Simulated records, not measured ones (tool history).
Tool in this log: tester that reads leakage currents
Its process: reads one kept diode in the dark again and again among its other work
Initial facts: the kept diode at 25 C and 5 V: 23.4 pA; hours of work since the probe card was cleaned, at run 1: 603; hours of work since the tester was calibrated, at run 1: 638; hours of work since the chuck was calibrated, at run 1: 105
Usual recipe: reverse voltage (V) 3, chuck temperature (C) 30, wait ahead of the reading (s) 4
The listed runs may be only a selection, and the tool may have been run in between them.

run	hour	reverse voltage (V)	chuck temperature (C)	wait ahead of the reading (s)	hours of work since the probe card was cleaned	hours of work since the tester was calibrated	hours of work since the chuck was calibrated	current that the tester gives (pA)
1	0	3	30	4	603	638	105	31.52
2	21.7	3	23	4	617	652	119	18.33
3	38.7	3	23	4	628	663	130	18.35
4	63.4	3	23	4	644	679	146	18.46
5	93	3	31	4	663	698	165	34.53
6	121.1	4.05	30	4	682	716	183	37.17
7	147.5	3	30	4	699	734	200	32.23
8	175	3	30	4	716	751	218	32.21
9	195.3	3	30	4	730	764	231	32.39
10	223	3	30	4	747	782	249	32.31
11	251.7	3	35	4	766	801	268	47.81
12	276.9	3	35	4	782	817	284	48.2
13	290.3	3	41	4	791	826	292	76.49
14	320.5	3	41	4	810	845	312	76.25
15	338.1	3	30	4	822	857	323	32.92
16	367.1	3	30	4	841	875	342	33.12
17	390.5	3	30	4	856	891	357	33.03
18	404.6	3	30	4	865	900	366	33.04
19	429.9	3	30	4	881	916	383	33.31
20	448.4	3	30	4	893	928	395	33.44
21	469.4	3	30	4.76	907	941	408	33.2
22	486.7	3	30	4.76	918	953	419	33.43
23	500.1	3	30	8.91	926	961	428	33.24
24	521.4	3	30	8.91	940	975	442	33.45
25	536.1	3	30	8.91	950	985	451	33.44
26	550.2	3	30	8.91	959	994	460	33.46
27	575	3	30	8.91	975	1010	476	33.69
28	593.5	3	30	8.91	987	1022	488	33.71
29	621	13.57	21	4	1005	1039	506	45.76
30	633.6	13.57	21	4	1013	1048	514	45.86
31	657.7	6.34	30	0.53	1028	1063	530	53.31
32	686	17.13	58	4	1047	1081	548	601.8
33	713.9	3.85	28	3.08	1065	1099	566	34.14
34	742.8	3.9	47	3.78	1083	1118	585	139.37
35	771.3	2.23	24	0.58	1102	1137	603	19.83
36	785.1	8.13	30	4	1111	1145	612	59.21
37	799.5	8.13	30	5.69	1120	1155	621	59.2
38	827	8.13	30	5.69	1138	1172	639	59.76

Branching from run 38: 3 alternative next runs. What would each branch give?
A	848.7	3	30	4	1152	1186	653	?
B	848.7	6.43	30	4	1152	1186	653	?
C	848.7	3.76	45	9.64	1152	1186	653	?

run	current that the tester gives (pA)
A	34.86
B	52.28
C	118.77
Without the tool's hidden state the same runs would have given:
run	current that the tester gives (pA)
A	29.23
B	40.89
C	109.82

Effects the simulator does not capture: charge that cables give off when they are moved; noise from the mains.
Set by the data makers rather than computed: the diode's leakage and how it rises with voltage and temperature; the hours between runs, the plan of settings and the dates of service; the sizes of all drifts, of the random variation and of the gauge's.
